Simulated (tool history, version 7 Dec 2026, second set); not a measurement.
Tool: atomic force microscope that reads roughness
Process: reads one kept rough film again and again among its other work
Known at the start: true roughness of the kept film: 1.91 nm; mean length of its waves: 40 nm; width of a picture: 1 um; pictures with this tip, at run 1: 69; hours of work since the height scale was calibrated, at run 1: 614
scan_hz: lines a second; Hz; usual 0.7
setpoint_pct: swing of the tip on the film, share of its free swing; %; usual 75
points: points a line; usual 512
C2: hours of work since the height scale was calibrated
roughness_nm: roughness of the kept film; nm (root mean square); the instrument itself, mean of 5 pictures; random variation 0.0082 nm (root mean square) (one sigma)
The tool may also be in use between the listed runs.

{"run": 1, "hour": 0.0, "scan_hz": 0.7, "setpoint_pct": 75, "points": 512, "pictures with this tip": 69, "C2": 614, "roughness_nm": 1.686}
{"hour": 14.0, "done": "new tip fitted"}
{"run": 2, "hour": 25.8, "scan_hz": 0.7, "setpoint_pct": 75, "points": 512, "pictures with this tip": 15, "C2": 628, "roughness_nm": 1.764}
{"run": 3, "hour": 39.3, "scan_hz": 0.7, "setpoint_pct": 75, "points": 273, "pictures with this tip": 32, "C2": 635, "roughness_nm": 1.728}
{"run": 4, "hour": 68.3, "scan_hz": 0.7, "setpoint_pct": 63, "points": 512, "pictures with this tip": 69, "C2": 651, "roughness_nm": 1.681}
{"hour": 81.2, "done": "new tip fitted"}
{"run": 5, "hour": 81.3, "scan_hz": 0.7, "setpoint_pct": 75, "points": 512, "pictures with this tip": 0, "C2": 658, "roughness_nm": 1.785}
{"run": 6, "hour": 99.5, "scan_hz": 0.7, "setpoint_pct": 75, "points": 512, "pictures with this tip": 23, "C2": 668, "roughness_nm": 1.753}
{"run": 7, "hour": 130.3, "scan_hz": 0.7, "setpoint_pct": 62, "points": 512, "pictures with this tip": 62, "C2": 685, "roughness_nm": 1.698}
{"hour": 150.0, "done": "new tip fitted"}
{"run": 8, "hour": 157.7, "scan_hz": 0.7, "setpoint_pct": 62, "points": 512, "pictures with this tip": 9, "C2": 700, "roughness_nm": 1.798}
{"run": 9, "hour": 181.8, "scan_hz": 0.7, "setpoint_pct": 62, "points": 512, "pictures with this tip": 40, "C2": 714, "roughness_nm": 1.744}
{"run": 10, "hour": 196.8, "scan_hz": 0.7, "setpoint_pct": 62, "points": 512, "pictures with this tip": 59, "C2": 722, "roughness_nm": 1.706}
{"run": 11, "hour": 210.6, "scan_hz": 0.7, "setpoint_pct": 62, "points": 512, "pictures with this tip": 77, "C2": 729, "roughness_nm": 1.665}
{"hour": 218.5, "done": "new tip fitted"}
{"run": 12, "hour": 237.1, "scan_hz": 0.7, "setpoint_pct": 62, "points": 512, "pictures with this tip": 24, "C2": 744, "roughness_nm": 1.768}
{"run": 13, "hour": 256.1, "scan_hz": 0.7, "setpoint_pct": 62, "points": 512, "pictures with this tip": 48, "C2": 754, "roughness_nm": 1.725}
{"run": 14, "hour": 274.7, "scan_hz": 0.7, "setpoint_pct": 75, "points": 512, "pictures with this tip": 71, "C2": 765, "roughness_nm": 1.676}
{"hour": 285.1, "done": "new tip fitted"}
{"run": 15, "hour": 295.3, "scan_hz": 0.7, "setpoint_pct": 76, "points": 512, "pictures with this tip": 13, "C2": 776, "roughness_nm": 1.769}
{"run": 16, "hour": 312.9, "scan_hz": 0.7, "setpoint_pct": 76, "points": 512, "pictures with this tip": 35, "C2": 785, "roughness_nm": 1.733}
{"run": 17, "hour": 339.8, "scan_hz": 0.7, "setpoint_pct": 76, "points": 390, "pictures with this tip": 69, "C2": 800, "roughness_nm": 1.673}
{"hour": 351.8, "done": "new tip fitted"}
{"run": 18, "hour": 359.1, "scan_hz": 1.376, "setpoint_pct": 75, "points": 512, "pictures with this tip": 9, "C2": 811, "roughness_nm": 1.751}
{"run": 19, "hour": 384.4, "scan_hz": 1.376, "setpoint_pct": 75, "points": 512, "pictures with this tip": 42, "C2": 825, "roughness_nm": 1.701}
{"run": 20, "hour": 405.7, "scan_hz": 1.376, "setpoint_pct": 75, "points": 512, "pictures with this tip": 69, "C2": 837, "roughness_nm": 1.665}
{"hour": 418.6, "done": "new tip fitted"}
{"run": 21, "hour": 421.3, "scan_hz": 0.7, "setpoint_pct": 75, "points": 328, "pictures with this tip": 4, "C2": 845, "roughness_nm": 1.787}
{"run": 22, "hour": 443.4, "scan_hz": 0.7, "setpoint_pct": 75, "points": 328, "pictures with this tip": 32, "C2": 857, "roughness_nm": 1.738}
{"run": 23, "hour": 469.0, "scan_hz": 0.931, "setpoint_pct": 75, "points": 328, "pictures with this tip": 65, "C2": 871, "roughness_nm": 1.673}
{"hour": 484.4, "done": "new tip fitted"}
{"run": 24, "hour": 496.4, "scan_hz": 0.7, "setpoint_pct": 63, "points": 512, "pictures with this tip": 15, "C2": 886, "roughness_nm": 1.775}
{"run": 25, "hour": 515.9, "scan_hz": 0.7, "setpoint_pct": 63, "points": 512, "pictures with this tip": 40, "C2": 897, "roughness_nm": 1.737}
{"run": 26, "hour": 540.4, "scan_hz": 0.7, "setpoint_pct": 63, "points": 512, "pictures with this tip": 71, "C2": 911, "roughness_nm": 1.691}
{"hour": 553.2, "done": "new tip fitted"}
{"run": 27, "hour": 555.7, "scan_hz": 1.782, "setpoint_pct": 63, "points": 663, "pictures with this tip": 4, "C2": 919, "roughness_nm": 1.781}
{"run": 28, "hour": 581.5, "scan_hz": 0.7, "setpoint_pct": 70, "points": 475, "pictures with this tip": 36, "C2": 933, "roughness_nm": 1.728}
{"run": 29, "hour": 597.3, "scan_hz": 2.667, "setpoint_pct": 75, "points": 649, "pictures with this tip": 56, "C2": 942, "roughness_nm": 1.637}
{"hour": 600.5, "done": "height scale calibrated on a step standard"}
{"hour": 621.2, "done": "new tip fitted"}
{"run": 30, "hour": 624.8, "scan_hz": 2.727, "setpoint_pct": 59, "points": 512, "pictures with this tip": 4, "C2": 13, "roughness_nm": 1.769}
{"run": 31, "hour": 646.6, "scan_hz": 2.727, "setpoint_pct": 59, "points": 512, "pictures with this tip": 32, "C2": 25, "roughness_nm": 1.74}
{"run": 32, "hour": 666.0, "scan_hz": 2.27, "setpoint_pct": 73, "points": 512, "pictures with this tip": 57, "C2": 36, "roughness_nm": 1.659}
{"run": 33, "hour": 685.1, "scan_hz": 0.685, "setpoint_pct": 70, "points": 539, "pictures with this tip": 81, "C2": 46, "roughness_nm": 1.678}
{"hour": 688.3, "done": "new tip fitted"}
{"run": 34, "hour": 714.0, "scan_hz": 3.629, "setpoint_pct": 85, "points": 612, "pictures with this tip": 32, "C2": 62, "roughness_nm": 1.557}
{"hour": 733.3, "done": "height scale calibrated on a step standard, once more"}
{"run": 35, "hour": 742.8, "scan_hz": 3.291, "setpoint_pct": 75, "points": 305, "pictures with this tip": 68, "C2": 5, "roughness_nm": 1.576}
{"hour": 757.4, "done": "new tip fitted"}
{"run": 36, "hour": 771.0, "scan_hz": 3.291, "setpoint_pct": 75, "points": 305, "pictures with this tip": 17, "C2": 21, "roughness_nm": 1.65}
{"run": 37, "hour": 786.5, "scan_hz": 3.291, "setpoint_pct": 77, "points": 305, "pictures with this tip": 37, "C2": 29, "roughness_nm": 1.625}
{"run": 38, "hour": 808.6, "scan_hz": 2.053, "setpoint_pct": 58, "points": 324, "pictures with this tip": 65, "C2": 41, "roughness_nm": 1.661}
{"hour": 824.6, "done": "new tip fitted"}
{"run": 39, "hour": 835.2, "scan_hz": 1.764, "setpoint_pct": 57, "points": 819, "pictures with this tip": 14, "C2": 56, "roughness_nm": 1.789}
{"run": 40, "hour": 856.7, "scan_hz": 1.346, "setpoint_pct": 57, "points": 661, "pictures with this tip": 41, "C2": 68, "roughness_nm": 1.726}
{"run": 41, "hour": 870.5, "scan_hz": 1.06, "setpoint_pct": 66, "points": 661, "pictures with this tip": 59, "C2": 75, "roughness_nm": 1.693}
{"hour": 891.0, "done": "new tip fitted"}
{"run": 42, "hour": 891.0, "scan_hz": 0.7, "setpoint_pct": 76, "points": 512, "pictures with this tip": 0, "C2": 86, "roughness_nm": 1.803}
{"run": 43, "hour": 918.5, "scan_hz": 0.7, "setpoint_pct": 70, "points": 714, "pictures with this tip": 35, "C2": 102, "roughness_nm": 1.735}
{"run": 44, "hour": 947.1, "scan_hz": 0.615, "setpoint_pct": 56, "points": 318, "pictures with this tip": 71, "C2": 117, "roughness_nm": 1.675}
{"hour": 958.2, "done": "new tip fitted"}
{"run": 45, "hour": 964.5, "scan_hz": 0.615, "setpoint_pct": 56, "points": 318, "pictures with this tip": 8, "C2": 127, "roughness_nm": 1.791}

Run 46 comes next. What will it give?
{"run": 46, "hour": 980.7, "scan_hz": 1.374, "setpoint_pct": 71, "points": 512, "pictures with this tip": 29, "C2": 136, "roughness_nm": "?"}

Run 46 gave roughness_nm 1.723 nm (root mean square).
Without the tool's hidden state the same run would have given roughness_nm 1.772 nm (root mean square).
